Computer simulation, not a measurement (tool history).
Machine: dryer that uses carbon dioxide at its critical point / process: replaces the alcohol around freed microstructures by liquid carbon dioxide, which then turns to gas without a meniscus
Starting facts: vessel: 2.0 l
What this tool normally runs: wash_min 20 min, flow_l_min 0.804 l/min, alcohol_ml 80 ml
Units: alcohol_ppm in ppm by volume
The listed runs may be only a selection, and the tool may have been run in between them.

| run | hour | wash_min | flow_l_min | alcohol_ml | alcohol_ppm |
|---|---|---|---|---|---|
| 1 | 0.0 | 20 | 0.804 | 80 | 312 |
| 2 | 49.8 | 20 | 0.804 | 80 | 324 |
| 3 | 72.2 | 20 | 0.804 | 80 | 330 |
| 4 | 111.8 | 20 | 0.804 | 80 | 338 |
| 5 | 145.7 | 20 | 0.804 | 80 | 346 |
| 6 | 178.6 | 20 | 0.804 | 80 | 343 |
| 7 | 202.4 | 13 | 0.804 | 80 | 1455 |
| 8 | 233.1 | 20 | 0.804 | 24 | 220 |
| 9 | 274.8 | 20 | 0.804 | 24 | 226 |
| 10 | 306.9 | 20 | 0.804 | 24 | 241 |
| 11 | 343.9 | 20 | 0.804 | 24 | 242 |
| 12 | 388.9 | 20 | 0.804 | 96 | 436 |
| 13 | 422.0 | 20 | 0.804 | 80 | 398 |
| 14 | 451.8 | 20 | 0.804 | 24 | 252 |
| 15 | 496.2 | 20 | 0.804 | 70 | 394 |
| 16 | 518.5 | 20 | 0.804 | 70 | 400 |
| 17 | 555.7 | 20 | 0.804 | 70 | 420 |
| 18 | 596.2 | 20 | 0.771 | 80 | 516 |
| 19 | 628.9 | 20 | 0.771 | 80 | 519 |
| 20 | 668.3 | 20 | 0.771 | 80 | 527 |
| 21 | 700.4 | 20 | 0.771 | 80 | 530 |
| 22 | 737.2 | 30 | 0.804 | 80 | 232 |
| 23 | 778.3 | 30 | 0.804 | 80 | 221 |
| 24 | 823.0 | 30 | 0.804 | 22 | 208 |
| 25 | 871.3 | 20 | 0.529 | 96 | 1295 |
| 26 | 911.7 | 20 | 0.529 | 34 | 603 |
| 27 | 948.0 | 20 | 0.529 | 34 | 605 |
| 28 | 968.5 | 20 | 0.529 | 34 | 593 |
| 29 | 1002.4 | 20 | 0.529 | 34 | 614 |
| 30 | 1051.2 | 20 | 0.529 | 34 | 640 |
| 31 | 1086.7 | 20 | 0.529 | 34 | 634 |
| 32 | 1132.8 | 20 | 1.077 | 34 | 249 |
| 33 | 1177.0 | 18 | 0.963 | 59 | 322 |
| 34 | 1203.8 | 27 | 0.557 | 32 | 338 |
| 35 | 1241.2 | 20 | 0.611 | 80 | 854 |
| 36 | 1264.4 | 22 | 0.710 | 48 | 359 |
| 37 | 1298.3 | 22 | 0.596 | 74 | 664 |
| 38 | 1320.9 | 31 | 0.501 | 80 | 450 |
| 39 | 1362.4 | 27 | 0.843 | 80 | 262 |
| 40 | 1393.3 | 22 | 0.563 | 93 | 957 |
| 41 | 1429.0 | 22 | 0.563 | 93 | 948 |
| 42 | 1466.9 | 12 | 0.676 | 21 | 994 |
| 43 | 1490.6 | 12 | 0.676 | 21 | 959 |
| 44 | 1513.0 | 12 | 0.698 | 80 | 2710 |
| 45 | 1556.0 | 12 | 0.698 | 80 | 2731 |
| 46 | 1597.3 | 14 | 0.804 | 82 | 1317 |
| 47 | 1626.9 | 16 | 0.804 | 80 | 912 |

Removed from this log: 1 entry logged between the listed runs. Between which two listed runs does each belong, and how does the tool's hidden state at the listed run before it compare with that at the listed run after it?
Between runs 22 and 23: inlet filter changed (hour 771.4)
  flow that reaches the vessel past the clogged filter, %: 84.3 -> 99.3; alcohol in the recycled carbon dioxide, ppm: 206.9 -> 209.9
  the result without the hidden state subtracted from the measured one, alcohol_ppm: +218 -> +206 ppm by volume

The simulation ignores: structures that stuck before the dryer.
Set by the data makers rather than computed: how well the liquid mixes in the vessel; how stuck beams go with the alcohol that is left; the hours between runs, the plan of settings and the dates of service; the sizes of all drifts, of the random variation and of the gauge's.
